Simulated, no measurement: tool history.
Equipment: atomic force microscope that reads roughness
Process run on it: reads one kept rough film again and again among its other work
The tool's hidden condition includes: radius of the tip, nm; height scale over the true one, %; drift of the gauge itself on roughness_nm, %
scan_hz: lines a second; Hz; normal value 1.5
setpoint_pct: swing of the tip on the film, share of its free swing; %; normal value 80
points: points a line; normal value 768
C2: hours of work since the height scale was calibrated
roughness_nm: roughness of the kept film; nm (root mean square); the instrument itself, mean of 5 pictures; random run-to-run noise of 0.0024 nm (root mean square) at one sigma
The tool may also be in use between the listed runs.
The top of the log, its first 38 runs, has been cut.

run 39 day=66.162 | scan_hz=1.52 setpoint_pct=80 points=768 | pictures_with_this_tip=146 C2=1329 | roughness_nm=0.885
run 40 day=67.129 | scan_hz=0.89 setpoint_pct=89 points=370 | pictures_with_this_tip=166 C2=1340 | roughness_nm=0.897
run 41 day=68.321 | scan_hz=0.89 setpoint_pct=89 points=370 | pictures_with_this_tip=190 C2=1354 | roughness_nm=0.894
-- day=68.829 new tip fitted
run 42 day=70.117 | scan_hz=0.69 setpoint_pct=80 points=848 | pictures_with_this_tip=26 C2=1374 | roughness_nm=0.944
run 43 day=71.338 | scan_hz=1.5 setpoint_pct=80 points=535 | pictures_with_this_tip=51 C2=1388 | roughness_nm=0.889
run 44 day=72.446 | scan_hz=2.54 setpoint_pct=64 points=954 | pictures_with_this_tip=73 C2=1400 | roughness_nm=0.923
run 45 day=73.575 | scan_hz=1.89 setpoint_pct=74 points=279 | pictures_with_this_tip=96 C2=1413 | roughness_nm=0.898
run 46 day=75.625 | scan_hz=1.5 setpoint_pct=85 points=768 | pictures_with_this_tip=138 C2=1436 | roughness_nm=0.863
run 47 day=77.192 | scan_hz=1.5 setpoint_pct=80 points=677 | pictures_with_this_tip=170 C2=1454 | roughness_nm=0.884
-- day=78.7 new tip fitted
run 48 day=78.7 | scan_hz=0.98 setpoint_pct=87 points=889 | pictures_with_this_tip=0 C2=1471 | roughness_nm=0.898
run 49 day=80.975 | scan_hz=0.98 setpoint_pct=87 points=889 | pictures_with_this_tip=46 C2=1496 | roughness_nm=0.897
run 50 day=82.267 | scan_hz=1.26 setpoint_pct=75 points=500 | pictures_with_this_tip=72 C2=1511 | roughness_nm=0.923
run 51 day=83.375 | scan_hz=0.96 setpoint_pct=75 points=500 | pictures_with_this_tip=95 C2=1524 | roughness_nm=0.939
run 52 day=85.533 | scan_hz=2.29 setpoint_pct=75 points=500 | pictures_with_this_tip=138 C2=1548 | roughness_nm=0.871

Predict each of these 4 candidate next runs independently; none follows another, all start after run 52:
run A day=87.067 | scan_hz=1.1 setpoint_pct=80 points=768 | pictures_with_this_tip=170 C2=1565 | roughness_nm=?
run B day=87.067 | scan_hz=1.53 setpoint_pct=69 points=500 | pictures_with_this_tip=170 C2=1565 | roughness_nm=?
run C day=87.067 | scan_hz=0.52 setpoint_pct=75 points=388 | pictures_with_this_tip=170 C2=1565 | roughness_nm=?
run D day=87.067 | scan_hz=2.29 setpoint_pct=61 points=257 | pictures_with_this_tip=170 C2=1565 | roughness_nm=?

run=A roughness_nm=0.914
run=B roughness_nm=0.937
run=C roughness_nm=0.965
run=D roughness_nm=0.937
Take away the tool's hidden state, keep each run's random variation, and the runs would have read:
run=A roughness_nm=0.915
run=B roughness_nm=0.939
run=C roughness_nm=0.967
run=D roughness_nm=0.938

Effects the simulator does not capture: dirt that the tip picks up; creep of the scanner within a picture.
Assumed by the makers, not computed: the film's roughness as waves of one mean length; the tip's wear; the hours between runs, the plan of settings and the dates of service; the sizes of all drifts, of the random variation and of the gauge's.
